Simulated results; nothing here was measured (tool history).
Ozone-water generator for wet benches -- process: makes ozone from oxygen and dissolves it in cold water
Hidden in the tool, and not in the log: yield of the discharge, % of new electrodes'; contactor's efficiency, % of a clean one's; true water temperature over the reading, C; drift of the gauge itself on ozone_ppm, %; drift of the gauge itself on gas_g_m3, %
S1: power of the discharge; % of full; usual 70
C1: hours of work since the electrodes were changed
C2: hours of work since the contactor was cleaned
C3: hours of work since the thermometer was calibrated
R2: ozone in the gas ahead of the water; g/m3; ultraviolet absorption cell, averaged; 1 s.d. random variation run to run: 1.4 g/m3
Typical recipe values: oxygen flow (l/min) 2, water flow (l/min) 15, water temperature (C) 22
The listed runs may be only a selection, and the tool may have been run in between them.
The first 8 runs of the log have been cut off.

{"run": 9, "hour": 375.9, "S1": 70, "oxygen flow (l/min)": 1.22, "water flow (l/min)": 9, "water temperature (C)": 22, "C1": 496, "C2": 96, "C3": 367, "dissolved ozone (ppm)": 30, "R2": 371.2}
{"run": 10, "hour": 407.6, "S1": 70, "oxygen flow (l/min)": 1.22, "water flow (l/min)": 9, "water temperature (C)": 22, "C1": 518, "C2": 118, "C3": 390, "dissolved ozone (ppm)": 29.9, "R2": 369.9}
{"run": 11, "hour": 475.0, "S1": 70, "oxygen flow (l/min)": 1.33, "water flow (l/min)": 15, "water temperature (C)": 22, "C1": 566, "C2": 166, "C3": 437, "dissolved ozone (ppm)": 19.8, "R2": 348.3}
{"run": 12, "hour": 523.6, "S1": 70, "oxygen flow (l/min)": 1.33, "water flow (l/min)": 15, "water temperature (C)": 22, "C1": 600, "C2": 200, "C3": 472, "dissolved ozone (ppm)": 19.8, "R2": 349.5}
{"run": 13, "hour": 586.8, "S1": 70, "oxygen flow (l/min)": 1.33, "water flow (l/min)": 15, "water temperature (C)": 22, "C1": 645, "C2": 245, "C3": 516, "dissolved ozone (ppm)": 19.9, "R2": 351.2}
{"run": 14, "hour": 635.3, "S1": 70, "oxygen flow (l/min)": 1.33, "water flow (l/min)": 15, "water temperature (C)": 22, "C1": 679, "C2": 279, "C3": 551, "dissolved ozone (ppm)": 19.6, "R2": 348}
{"run": 15, "hour": 672.9, "S1": 70, "oxygen flow (l/min)": 1.33, "water flow (l/min)": 15, "water temperature (C)": 22, "C1": 706, "C2": 306, "C3": 577, "dissolved ozone (ppm)": 19.9, "R2": 350.4}
{"run": 16, "hour": 731.8, "S1": 70, "oxygen flow (l/min)": 1.33, "water flow (l/min)": 15, "water temperature (C)": 22, "C1": 747, "C2": 348, "C3": 619, "dissolved ozone (ppm)": 19.9, "R2": 350.2}
{"run": 17, "hour": 799.0, "S1": 70, "oxygen flow (l/min)": 1.33, "water flow (l/min)": 15, "water temperature (C)": 22, "C1": 795, "C2": 395, "C3": 667, "dissolved ozone (ppm)": 19.8, "R2": 347.4}
{"run": 18, "hour": 838.7, "S1": 70, "oxygen flow (l/min)": 1.33, "water flow (l/min)": 20, "water temperature (C)": 17, "C1": 823, "C2": 423, "C3": 695, "dissolved ozone (ppm)": 15.7, "R2": 346.4}
{"run": 19, "hour": 903.6, "S1": 70, "oxygen flow (l/min)": 1.33, "water flow (l/min)": 20, "water temperature (C)": 17, "C1": 869, "C2": 469, "C3": 741, "dissolved ozone (ppm)": 15.6, "R2": 350.2}
{"run": 20, "hour": 968.6, "S1": 70, "oxygen flow (l/min)": 1.33, "water flow (l/min)": 20, "water temperature (C)": 17, "C1": 915, "C2": 515, "C3": 787, "dissolved ozone (ppm)": 15.7, "R2": 349.3}
{"run": 21, "hour": 1019.3, "S1": 70, "oxygen flow (l/min)": 1.33, "water flow (l/min)": 10, "water temperature (C)": 17, "C1": 951, "C2": 551, "C3": 822, "dissolved ozone (ppm)": 29.2, "R2": 349.4}
{"run": 22, "hour": 1071.1, "S1": 78, "oxygen flow (l/min)": 1.52, "water flow (l/min)": 10, "water temperature (C)": 25, "C1": 988, "C2": 588, "C3": 859, "dissolved ozone (ppm)": 29.3, "R2": 350.7}
{"run": 23, "hour": 1111.4, "S1": 79, "oxygen flow (l/min)": 3.53, "water flow (l/min)": 17, "water temperature (C)": 14, "C1": 1016, "C2": 616, "C3": 888, "dissolved ozone (ppm)": 22.3, "R2": 203.6}
{"run": 24, "hour": 1142.2, "S1": 91, "oxygen flow (l/min)": 2.84, "water flow (l/min)": 10, "water temperature (C)": 14, "C1": 1038, "C2": 638, "C3": 909, "dissolved ozone (ppm)": 37.2, "R2": 264.4}
{"run": 25, "hour": 1183.1, "S1": 91, "oxygen flow (l/min)": 2.84, "water flow (l/min)": 10, "water temperature (C)": 14, "C1": 1067, "C2": 667, "C3": 938, "dissolved ozone (ppm)": 36.8, "R2": 264.8}
{"run": 26, "hour": 1244.4, "S1": 70, "oxygen flow (l/min)": 1.29, "water flow (l/min)": 16, "water temperature (C)": 22, "C1": 1110, "C2": 710, "C3": 982, "dissolved ozone (ppm)": 18.8, "R2": 355.9}
{"run": 27, "hour": 1296.0, "S1": 70, "oxygen flow (l/min)": 2.36, "water flow (l/min)": 16, "water temperature (C)": 29, "C1": 1147, "C2": 747, "C3": 1018, "dissolved ozone (ppm)": 18, "R2": 238.2}
{"run": 28, "hour": 1341.7, "S1": 70, "oxygen flow (l/min)": 2, "water flow (l/min)": 15, "water temperature (C)": 20, "C1": 1179, "C2": 779, "C3": 1051, "dissolved ozone (ppm)": 20.9, "R2": 267.6}
{"run": 29, "hour": 1409.6, "S1": 67, "oxygen flow (l/min)": 2.67, "water flow (l/min)": 21, "water temperature (C)": 20, "C1": 1227, "C2": 827, "C3": 1099, "dissolved ozone (ppm)": 15.6, "R2": 212.9}
{"run": 30, "hour": 1465.9, "S1": 67, "oxygen flow (l/min)": 2.67, "water flow (l/min)": 21, "water temperature (C)": 20, "C1": 1267, "C2": 867, "C3": 1139, "dissolved ozone (ppm)": 15.9, "R2": 212.8}
{"run": 31, "hour": 1527.2, "S1": 70, "oxygen flow (l/min)": 2, "water flow (l/min)": 18, "water temperature (C)": 22, "C1": 1310, "C2": 910, "C3": 1182, "dissolved ozone (ppm)": 17.7, "R2": 267.9}
{"run": 32, "hour": 1561.1, "S1": 61, "oxygen flow (l/min)": 2, "water flow (l/min)": 15, "water temperature (C)": 22, "C1": 1334, "C2": 934, "C3": 1206, "dissolved ozone (ppm)": 18.3, "R2": 238.6}

Each row is a separate what-if for the run after 32, all from the same tool condition, not one after another. Results?
{"run": "A", "hour": 1600.4, "S1": 70, "oxygen flow (l/min)": 2, "water flow (l/min)": 15, "water temperature (C)": 26, "C1": 1362, "C2": 962, "C3": 1234, "dissolved ozone (ppm)": "?", "R2": "?"}
{"run": "B", "hour": 1600.4, "S1": 70, "oxygen flow (l/min)": 3, "water flow (l/min)": 15, "water temperature (C)": 28, "C1": 1362, "C2": 962, "C3": 1234, "dissolved ozone (ppm)": "?", "R2": "?"}
{"run": "C", "hour": 1600.4, "S1": 42, "oxygen flow (l/min)": 2, "water flow (l/min)": 22, "water temperature (C)": 18, "C1": 1362, "C2": 962, "C3": 1234, "dissolved ozone (ppm)": "?", "R2": "?"}
{"run": "D", "hour": 1600.4, "S1": 90, "oxygen flow (l/min)": 2, "water flow (l/min)": 14, "water temperature (C)": 26, "C1": 1362, "C2": 962, "C3": 1234, "dissolved ozone (ppm)": "?", "R2": "?"}
{"run": "E", "hour": 1600.4, "S1": 70, "oxygen flow (l/min)": 2.08, "water flow (l/min)": 16, "water temperature (C)": 17, "C1": 1362, "C2": 962, "C3": 1234, "dissolved ozone (ppm)": "?", "R2": "?"}

run=A dissolved_ozone_(ppm)=19.6 R2=268.4
run=B dissolved_ozone_(ppm)=18.8 R2=206.1
run=C dissolved_ozone_(ppm)=10.1 R2=177.9
run=D dissolved_ozone_(ppm)=25.1 R2=326.4
run=E dissolved_ozone_(ppm)=20.5 R2=261.2
With the hidden condition removed and each run's random variation left untouched, the same runs would have given:
run=A dissolved_ozone_(ppm)=19.6 R2=268.5
run=B dissolved_ozone_(ppm)=18.8 R2=206.2
run=C dissolved_ozone_(ppm)=10.1 R2=177.9
run=D dissolved_ozone_(ppm)=25.1 R2=326.6
run=E dissolved_ozone_(ppm)=20.6 R2=261.3
